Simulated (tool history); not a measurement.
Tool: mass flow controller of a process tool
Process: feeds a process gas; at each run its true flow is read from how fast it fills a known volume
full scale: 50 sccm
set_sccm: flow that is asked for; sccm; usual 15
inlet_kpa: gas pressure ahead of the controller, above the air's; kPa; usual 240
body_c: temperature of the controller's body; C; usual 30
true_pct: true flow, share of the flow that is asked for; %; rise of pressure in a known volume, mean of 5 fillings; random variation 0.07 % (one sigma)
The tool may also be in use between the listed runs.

| run | day | set_sccm | inlet_kpa | body_c | true_pct |
|---|---|---|---|---|---|
| 1 | 0 | 15 | 240 | 30 | 99.13 |
| 2 | 3.383 | 15 | 191 | 30 | 98.97 |
| 3 | 7.017 | 15 | 191 | 30 | 99.02 |
| 4 | 10.242 | 15 | 191 | 30 | 99.12 |
| 5 | 12.542 | 15 | 240 | 30 | 99.19 |
| 6 | 14.608 | 15 | 240 | 30 | 99 |
| 7 | 17.571 | 15 | 190 | 30 | 98.91 |
| 8 | 19.621 | 15 | 190 | 30 | 99.01 |

Run 9 comes next. What will it give?
| 9 | 21.608 | 15 | 223 | 30 | ? |

Run 9 gave true_pct 99.1 %.
Without the tool's hidden state the same run would have given true_pct 99.1 %.
